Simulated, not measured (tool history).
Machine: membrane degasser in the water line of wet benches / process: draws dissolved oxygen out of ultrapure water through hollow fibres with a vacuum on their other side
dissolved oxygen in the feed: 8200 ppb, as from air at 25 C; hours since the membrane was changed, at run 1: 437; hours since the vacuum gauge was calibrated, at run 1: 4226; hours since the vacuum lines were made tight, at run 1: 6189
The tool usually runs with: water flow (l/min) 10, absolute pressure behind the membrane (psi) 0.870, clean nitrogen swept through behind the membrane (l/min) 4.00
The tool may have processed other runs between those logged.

| run | hour | water flow (l/min) | absolute pressure behind the membrane (psi) | clean nitrogen swept through behind the membrane (l/min) | hours since the membrane was changed | hours since the vacuum gauge was calibrated | hours since the vacuum lines were made tight | dissolved oxygen in the water behind the degasser (ppb) | pressure that the water loses in the fibres (psi) |
|---|---|---|---|---|---|---|---|---|---|
| 1 | 0.0 | 10 | 0.870 | 4.00 | 437 | 4226 | 6189 | 30.3 | 8.895 |
| 2 | 39.9 | 10 | 0.870 | 4.00 | 477 | 4266 | 6229 | 30.4 | 8.866 |
| 3 | 82.7 | 10 | 0.870 | 4.00 | 520 | 4309 | 6272 | 30.4 | 8.958 |
| 4 | 110.1 | 10 | 0.870 | 4.00 | 547 | 4336 | 6299 | 30.9 | 8.879 |
| 5 | 153.9 | 10 | 0.870 | 4.00 | 591 | 4380 | 6343 | 30.0 | 8.934 |
| 6 | 199.8 | 10 | 0.870 | 4.00 | 637 | 4426 | 6389 | 31.0 | 8.897 |
| 7 | 243.0 | 10 | 0.870 | 4.00 | 680 | 4469 | 6432 | 30.1 | 8.891 |
| 8 | 271.8 | 10 | 0.870 | 4.00 | 709 | 4498 | 6461 | 30.4 | 8.940 |
| 9 | 302.0 | 10 | 0.870 | 4.00 | 739 | 4528 | 6491 | 30.8 | 8.907 |
| 10 | 357.4 | 12 | 0.870 | 4.00 | 794 | 4584 | 6546 | 39.7 | 10.653 |
| 11 | 405.1 | 12 | 0.870 | 4.00 | 842 | 4631 | 6594 | 40.1 | 10.691 |
| 12 | 460.4 | 12 | 0.870 | 4.00 | 897 | 4687 | 6649 | 40.1 | 10.682 |
| 13 | 492.5 | 14 | 0.870 | 4.00 | 929 | 4719 | 6681 | 50.9 | 12.436 |
| 14 | 545.3 | 14 | 0.870 | 4.00 | 982 | 4772 | 6734 | 49.5 | 12.495 |
| 15 | 591.8 | 10 | 1.268 | 4.00 | 1029 | 4818 | 6781 | 46.5 | 8.882 |
| 16 | 622.4 | 10 | 1.268 | 4.00 | 1059 | 4849 | 6811 | 46.9 | 8.931 |
| 17 | 653.2 | 10 | 1.268 | 4.00 | 1090 | 4880 | 6842 | 47.8 | 8.968 |
| 18 | 709.7 | 10 | 1.268 | 4.00 | 1147 | 4936 | 6898 | 47.2 | 8.936 |
| 19 | 733.4 | 10 | 1.268 | 4.00 | 1170 | 4960 | 6922 | 46.8 | 8.944 |
| 20 | 789.3 | 10 | 1.268 | 4.00 | 1226 | 5016 | 6978 | 47.0 | 8.920 |
| 21 | 833.6 | 10 | 1.268 | 4.00 | 1270 | 5060 | 7022 | 47.5 | 8.885 |
| 22 | 884.4 | 15 | 1.268 | 4.00 | 1321 | 5111 | 7073 | 80.8 | 13.407 |
| 23 | 913.1 | 8 | 1.268 | 1.82 | 1350 | 5139 | 7102 | 66.7 | 7.190 |
| 24 | 963.7 | 10 | 0.628 | 1.80 | 1401 | 5190 | 7152 | 28.8 | 8.907 |
| 25 | 1019.8 | 6 | 0.867 | 5.04 | 1457 | 5246 | 7209 | 12.3 | 5.324 |
| 26 | 1062.9 | 7 | 1.607 | 4.00 | 1500 | 5289 | 7252 | 41.1 | 6.211 |
| 27 | 1095.3 | 7 | 1.607 | 4.00 | 1532 | 5322 | 7284 | 40.8 | 6.247 |
| 28 | 1130.2 | 6 | 1.984 | 4.57 | 1567 | 5356 | 7319 | 37.1 | 5.304 |
| 29 | 1157.5 | 10 | 0.870 | 4.00 | 1594 | 5384 | 7346 | 30.4 | 8.926 |
| 30 | 1199.9 | 10 | 1.372 | 2.53 | 1637 | 5426 | 7389 | 74.0 | 8.921 |
|  | 1212.6 | vacuum gauge calibrated |
| 31 | 1256.7 | 9 | 1.991 | 11.63 | 1693 | 44 | 7445 | 30.4 | 8.082 |
| 32 | 1309.3 | 10 | 0.698 | 8.15 | 1746 | 97 | 7498 | 18.6 | 8.908 |
| 33 | 1359.0 | 10 | 0.864 | 3.54 | 1795 | 146 | 7547 | 32.7 | 8.968 |

What if the next run were any one of these 3? Each begins from the tool's condition after run 33:
| A | 1399.0 | 7 | 1.307 | 3.54 | 1835 | 186 | 7587 | ? | ? |
| B | 1399.0 | 11 | 0.870 | 4.97 | 1835 | 186 | 7587 | ? | ? |
| C | 1399.0 | 16 | 0.870 | 3.71 | 1835 | 186 | 7587 | ? | ? |

| run | dissolved oxygen in the water behind the degasser (ppb) | pressure that the water loses in the fibres (psi) |
|---|---|---|
| A | 34.1 | 6.228 |
| B | 31.5 | 9.696 |
| C | 63.9 | 14.163 |
With no hidden state in the tool, these same runs would have given:
| run | dissolved oxygen in the water behind the degasser (ppb) | pressure that the water loses in the fibres (psi) |
|---|---|---|
| A | 34.1 | 6.228 |
| B | 31.5 | 9.694 |
| C | 63.9 | 14.161 |
